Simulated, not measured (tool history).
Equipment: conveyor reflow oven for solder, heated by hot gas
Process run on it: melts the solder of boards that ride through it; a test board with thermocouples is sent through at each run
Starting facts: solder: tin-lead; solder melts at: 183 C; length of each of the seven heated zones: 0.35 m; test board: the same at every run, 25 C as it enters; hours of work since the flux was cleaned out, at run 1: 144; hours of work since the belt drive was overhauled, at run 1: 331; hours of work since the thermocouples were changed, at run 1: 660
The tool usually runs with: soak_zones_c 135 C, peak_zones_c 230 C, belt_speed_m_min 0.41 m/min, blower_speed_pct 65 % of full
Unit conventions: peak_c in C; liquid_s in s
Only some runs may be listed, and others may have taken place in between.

run,hour,soak_zones_c,peak_zones_c,belt_speed_m_min,blower_speed_pct,hours of work since the flux was cleaned out,hours of work since the belt drive was overhauled,hours of work since the thermocouples were changed,peak_c,liquid_s
1,0,135,230,0.41,65,144,331,660,212.4,70.9
2,20.7,135,239,0.41,65,153,340,669,220.2,79.8
3,45.2,135,239,0.41,65,164,351,680,220,79.3
4,66.1,135,225,0.41,65,173,360,689,207.8,65.2
5,94.5,135,225,0.41,65,186,373,702,207.7,65
6,122.3,135,225,0.41,65,198,385,714,207.1,65.1
7,135.2,135,225,0.41,65,204,391,720,207.4,64.8
8,156.8,135,230,0.41,79,214,400,730,215,75
9,169.4,135,230,0.41,79,219,406,735,214.9,75.7
10,197.6,135,230,0.41,79,232,419,748,215.1,75.1
11,222.1,135,230,0.41,65,243,430,759,212.1,70
12,246.6,135,230,0.41,65,254,440,770,211.1,70.4
# hour 260.4: flux residue cleaned out of gas plates and filters
13,272.1,135,230,0.41,65,5,450,779,212.8,72.1
14,289.5,135,230,0.41,65,13,457,786,212.9,71.8
15,307.9,135,230,0.489,65,21,465,795,207.1,51.8
16,320.5,126,230,0.41,65,27,471,800,211.3,66.2
17,347.2,126,238,0.41,59,39,483,812,216.3,71.7
18,360.5,128,230,0.41,65,45,489,818,211,66.9
19,380.1,135,235,0.41,65,53,498,827,216.9,76.6
20,402.7,135,226,0.46,60,63,508,837,203.6,51.2
21,428.7,135,242,0.4,65,75,519,848,223.6,86
22,445.6,135,242,0.4,65,82,527,856,223.6,85.6
23,471.1,144,230,0.424,51,94,538,867,209,67.4
24,498.3,135,230,0.472,63,106,550,880,206.7,54
25,523.1,135,230,0.472,63,117,561,891,206.6,53.8

Results for each run, recomputed without the tool's hidden state and with each run's random variation untouched:
Hidden conditions of the tool in this case: heat that the gas passes to the board, % of a clean oven's; belt's true speed, % of the reading; true gas temperature in zones 6 and 7 over the reading, C; drift of the gauge itself on peak_c, C; drift of the gauge itself on liquid_s, %.
run,peak_c,liquid_s
1,214.7,73
2,222.7,81.3
3,222.5,80.8
4,210.3,68
5,210.2,67.9
6,209.7,68.1
7,210.1,67.9
8,217.9,77.4
9,217.9,78.1
10,218.2,77.6
11,215.1,72.9
12,214.2,73.4
13,214.7,73.2
14,214.8,72.9
15,209,53.2
16,213.4,67.6
17,218.4,72.9
18,213.2,68.4
19,219.1,77.6
20,205.7,53.4
21,226.1,86.8
22,226.1,86.4
23,211.2,69.2
24,209.2,56.3
25,209.2,56.2
